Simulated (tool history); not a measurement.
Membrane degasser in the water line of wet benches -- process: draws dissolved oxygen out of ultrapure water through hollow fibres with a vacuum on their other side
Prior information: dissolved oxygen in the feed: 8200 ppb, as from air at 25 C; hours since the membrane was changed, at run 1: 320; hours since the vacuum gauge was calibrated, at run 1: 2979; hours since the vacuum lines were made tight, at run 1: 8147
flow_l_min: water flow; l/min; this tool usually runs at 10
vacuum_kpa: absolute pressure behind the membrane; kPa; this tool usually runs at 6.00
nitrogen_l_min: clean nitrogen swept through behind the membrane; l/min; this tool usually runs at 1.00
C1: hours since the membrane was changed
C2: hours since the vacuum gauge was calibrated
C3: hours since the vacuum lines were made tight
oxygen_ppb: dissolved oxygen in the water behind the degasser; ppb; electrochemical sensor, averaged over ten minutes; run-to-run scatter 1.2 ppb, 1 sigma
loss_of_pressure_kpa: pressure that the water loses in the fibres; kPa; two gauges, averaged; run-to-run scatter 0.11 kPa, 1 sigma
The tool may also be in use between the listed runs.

Run 1, hour 0.0: usual settings; C1 320; C2 2979; C3 8147. Result: oxygen_ppb 117.8 ppb, loss_of_pressure_kpa 27.96 kPa.
Run 2, hour 41.8: usual settings; C1 361; C2 3021; C3 8189. Result: oxygen_ppb 118.0 ppb, loss_of_pressure_kpa 27.96 kPa.
Run 3, hour 84.4: usual settings; C1 404; C2 3064; C3 8232. Result: oxygen_ppb 116.3 ppb, loss_of_pressure_kpa 28.06 kPa.
Run 4, hour 126.7: usual settings; C1 446; C2 3106; C3 8274. Result: oxygen_ppb 120.3 ppb, loss_of_pressure_kpa 28.01 kPa.
Run 5, hour 174.9: usual settings but nitrogen_l_min 1.91 l/min; C1 494; C2 3154; C3 8322. Result: oxygen_ppb 86.7 ppb, loss_of_pressure_kpa 28.07 kPa.
Run 6, hour 198.9: usual settings but nitrogen_l_min 1.91 l/min; C1 518; C2 3178; C3 8346. Result: oxygen_ppb 87.4 ppb, loss_of_pressure_kpa 28.14 kPa.
Run 7, hour 246.1: usual settings but nitrogen_l_min 1.91 l/min; C1 566; C2 3225; C3 8393. Result: oxygen_ppb 87.4 ppb, loss_of_pressure_kpa 27.97 kPa.
Run 8, hour 266.6: usual settings but flow_l_min 9 l/min; C1 586; C2 3246; C3 8414. Result: oxygen_ppb 93.6 ppb, loss_of_pressure_kpa 25.43 kPa.
Run 9, hour 307.4: usual settings but flow_l_min 9 l/min; C1 627; C2 3287; C3 8454. Result: oxygen_ppb 96.6 ppb, loss_of_pressure_kpa 25.26 kPa.
Run 10, hour 351.5: usual settings but flow_l_min 9 l/min; C1 671; C2 3331; C3 8499. Result: oxygen_ppb 93.7 ppb, loss_of_pressure_kpa 25.45 kPa.
Run 11, hour 388.4: usual settings; C1 708; C2 3368; C3 8535. Result: oxygen_ppb 120.7 ppb, loss_of_pressure_kpa 27.95 kPa.
Run 12, hour 419.5: usual settings; C1 739; C2 3399; C3 8567. Result: oxygen_ppb 119.2 ppb, loss_of_pressure_kpa 28.33 kPa.
Run 13, hour 466.5: usual settings; C1 786; C2 3446; C3 8614. Result: oxygen_ppb 119.8 ppb, loss_of_pressure_kpa 28.32 kPa.
Run 14, hour 494.2: usual settings but vacuum_kpa 5.67 kPa, nitrogen_l_min 0.96 l/min; C1 814; C2 3473; C3 8641. Result: oxygen_ppb 113.9 ppb, loss_of_pressure_kpa 28.21 kPa.
Run 15, hour 532.9: usual settings but flow_l_min 11 l/min, vacuum_kpa 5.67 kPa, nitrogen_l_min 0.96 l/min; C1 852; C2 3512; C3 8680. Result: oxygen_ppb 140.3 ppb, loss_of_pressure_kpa 31.10 kPa.
Run 16, hour 577.4: usual settings but flow_l_min 11 l/min, vacuum_kpa 10.18 kPa, nitrogen_l_min 2.94 l/min; C1 897; C2 3557; C3 8724. Result: oxygen_ppb 139.4 ppb, loss_of_pressure_kpa 30.86 kPa.
Run 17, hour 606.5: usual settings but flow_l_min 6 l/min, nitrogen_l_min 0.44 l/min; C1 926; C2 3586; C3 8754. Result: oxygen_ppb 103.1 ppb, loss_of_pressure_kpa 16.79 kPa.
Run 18, hour 639.2: usual settings but flow_l_min 16 l/min, vacuum_kpa 5.25 kPa, nitrogen_l_min 2.41 l/min; C1 959; C2 3618; C3 8786. Result: oxygen_ppb 284.6 ppb, loss_of_pressure_kpa 45.11 kPa.
Run 19, hour 686.5: usual settings but flow_l_min 16 l/min, vacuum_kpa 5.25 kPa, nitrogen_l_min 2.41 l/min; C1 1006; C2 3666; C3 8834. Result: oxygen_ppb 287.2 ppb, loss_of_pressure_kpa 45.05 kPa.
Run 20, hour 715.6: usual settings but flow_l_min 7 l/min, vacuum_kpa 5.25 kPa, nitrogen_l_min 0.72 l/min; C1 1035; C2 3695; C3 8863. Result: oxygen_ppb 63.7 ppb, loss_of_pressure_kpa 19.67 kPa.
At hour 720.1: seals of the vacuum lines changed.
Run 21, hour 746.3: usual settings but flow_l_min 13 l/min, vacuum_kpa 8.56 kPa, nitrogen_l_min 0.72 l/min; C1 1064; C2 3724; C3 26. Result: oxygen_ppb 348.2 ppb, loss_of_pressure_kpa 36.97 kPa.
Run 22, hour 769.9: usual settings but flow_l_min 14 l/min, vacuum_kpa 6.18 kPa, nitrogen_l_min 0.44 l/min; C1 1087; C2 3747; C3 50. Result: oxygen_ppb 366.9 ppb, loss_of_pressure_kpa 39.51 kPa.
Run 23, hour 817.3: usual settings but vacuum_kpa 7.19 kPa, nitrogen_l_min 0.53 l/min; C1 1135; C2 3795; C3 97. Result: oxygen_ppb 216.5 ppb, loss_of_pressure_kpa 28.10 kPa.
Run 24, hour 857.4: usual settings but vacuum_kpa 9.33 kPa, nitrogen_l_min 1.55 l/min; C1 1175; C2 3835; C3 137. Result: oxygen_ppb 145.7 ppb, loss_of_pressure_kpa 28.07 kPa.
Run 25, hour 892.5: usual settings but flow_l_min 12 l/min, vacuum_kpa 8.44 kPa, nitrogen_l_min 2.04 l/min; C1 1210; C2 3870; C3 172. Result: oxygen_ppb 175.6 ppb, loss_of_pressure_kpa 33.80 kPa.

Describe how what the log doesn't record of the tool's condition differs between the last listed run preceding each entry between runs and the first listed run following it.
Runs 20 to 21: seals of the vacuum lines changed (hour 720.1)
  membrane still open, %: 99.5 -> 99.4; air that leaks in behind the membrane, l/min: 0.0221 -> 0.0017
  measured less the result without the state, oxygen_ppb: +7.8 -> +9.4 ppb; loss_of_pressure_kpa: +0.11 -> +0.21 kPa

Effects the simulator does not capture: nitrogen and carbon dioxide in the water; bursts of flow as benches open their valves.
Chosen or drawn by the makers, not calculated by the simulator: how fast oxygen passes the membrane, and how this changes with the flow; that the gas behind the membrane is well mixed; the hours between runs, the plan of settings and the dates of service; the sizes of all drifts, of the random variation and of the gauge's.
